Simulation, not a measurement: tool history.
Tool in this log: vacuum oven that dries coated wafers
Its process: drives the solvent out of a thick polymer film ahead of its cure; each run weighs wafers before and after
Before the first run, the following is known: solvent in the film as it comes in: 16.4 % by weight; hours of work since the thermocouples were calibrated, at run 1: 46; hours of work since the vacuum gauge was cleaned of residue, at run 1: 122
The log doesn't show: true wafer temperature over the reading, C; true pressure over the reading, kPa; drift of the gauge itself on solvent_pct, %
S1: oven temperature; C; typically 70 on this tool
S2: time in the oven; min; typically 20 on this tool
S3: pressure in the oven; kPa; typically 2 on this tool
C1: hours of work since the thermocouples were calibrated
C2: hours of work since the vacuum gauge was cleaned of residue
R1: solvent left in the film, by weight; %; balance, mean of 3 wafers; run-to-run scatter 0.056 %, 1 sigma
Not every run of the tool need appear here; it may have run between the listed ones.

run,hour,S1,S2,S3,C1,C2,R1
1,0,70,20,2,46,122,2.37
2,29.5,70,20,1.68,65,141,2.13
3,68.1,70,20,1.43,90,165,1.99
4,92,70,20,1.43,105,181,2
5,130.4,70,20,1.43,129,205,1.99
6,152.5,70,20,1.43,143,219,1.92
7,178.4,70,20,1.2,160,235,1.71
8,206.9,70,20,1.2,178,254,1.71
9,244.3,70,20,1.2,202,277,1.79
10,266.9,70,20,1.9,216,292,2.39
11,293,70,20,1.9,233,308,2.32
12,327.5,70,20,1.9,255,330,2.29
# hour 331.8: vacuum gauge cleaned of residue and calibrated
13,363.9,70,31,2,277,20,1.86
14,389.5,77,20,2,293,37,1.4
15,420,77,20,2,312,56,1.44
16,437.9,77,20,2,324,67,1.36
17,461.3,70,14,1.01,339,82,2.68
18,488.9,64,14,3.06,356,100,6.46
19,511.7,83,20,1.5,371,114,0.79

The next listed run, before its measurement:
# hour 515.9: vacuum gauge cleaned of residue and calibrated, once more
20,532.5,83,20,1.5,383,11,?

R1: 0.67 %
The same run, on a tool lacking any hidden state, would have yielded R1 0.69 %.

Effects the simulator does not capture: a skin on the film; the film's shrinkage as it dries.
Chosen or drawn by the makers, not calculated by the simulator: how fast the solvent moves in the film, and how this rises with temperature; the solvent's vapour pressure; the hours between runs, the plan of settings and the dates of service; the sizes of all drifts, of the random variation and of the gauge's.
